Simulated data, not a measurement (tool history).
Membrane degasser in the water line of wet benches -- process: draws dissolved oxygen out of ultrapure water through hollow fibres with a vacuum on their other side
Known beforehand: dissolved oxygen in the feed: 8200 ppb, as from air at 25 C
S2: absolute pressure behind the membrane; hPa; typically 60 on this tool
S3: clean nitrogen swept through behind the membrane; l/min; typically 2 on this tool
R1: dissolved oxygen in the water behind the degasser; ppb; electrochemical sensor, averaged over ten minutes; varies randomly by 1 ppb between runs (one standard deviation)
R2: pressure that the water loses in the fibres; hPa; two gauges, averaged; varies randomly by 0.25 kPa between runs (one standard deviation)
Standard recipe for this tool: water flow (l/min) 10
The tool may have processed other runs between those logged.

Run 1, day 0: usual settings. Result: R1 100.6 ppb, R2 647.4 hPa.
Run 2, day 6.933: usual settings but S3 4.9 l/min. Result: R1 80.1 ppb, R2 646 hPa.
Run 3, day 15.679: usual settings but S2 149.6 hPa, S3 4.9 l/min. Result: R1 123.9 ppb, R2 651.6 hPa.
At day 23.154: vacuum gauge calibrated.
Run 4, day 24.075: usual settings but water flow (l/min) 14. Result: R1 222.1 ppb, R2 910.6 hPa.
Run 5, day 29.546: usual settings but water flow (l/min) 14. Result: R1 220 ppb, R2 918.4 hPa.
At day 32.088: seals of the vacuum lines changed.
Run 6, day 36.575: usual settings but water flow (l/min) 14. Result: R1 219.3 ppb, R2 916.1 hPa.
At day 40.796: vacuum gauge calibrated, once more.
Run 7, day 43.188: usual settings but water flow (l/min) 14. Result: R1 221.1 ppb, R2 910.4 hPa.
Run 8, day 48.358: usual settings but water flow (l/min) 14. Result: R1 216.9 ppb, R2 919.1 hPa.
Run 9, day 57.354: usual settings but S2 76.4 hPa, S3 1.75 l/min. Result: R1 128.6 ppb, R2 656.6 hPa.
Run 10, day 64.3: usual settings but water flow (l/min) 16, S2 58.8 hPa, S3 3.08 l/min. Result: R1 270.2 ppb, R2 1048.6 hPa.
Run 11, day 74.162: usual settings but water flow (l/min) 7, S2 36.7 hPa, S3 3.23 l/min. Result: R1 22.9 ppb, R2 462.3 hPa.
Run 12, day 78.875: usual settings but water flow (l/min) 15, S3 3.57 l/min. Result: R1 237 ppb, R2 993.5 hPa.
Run 13, day 85.154: usual settings but S2 101.9 hPa, S3 5.83 l/min. Result: R1 97.6 ppb, R2 659.5 hPa.

Forecast run 14:
Run 14, day 92.025: usual settings but S2 57.2 hPa, S3 1.47 l/min. Result: R1 ?, R2 ?.

{"run 14": {"R1": 112.6, "R2": 657.2}}
Take away the tool's hidden state, keep the run-to-run variation as it was, and the same run would have given R1 105 ppb, R2 644.4 hPa.
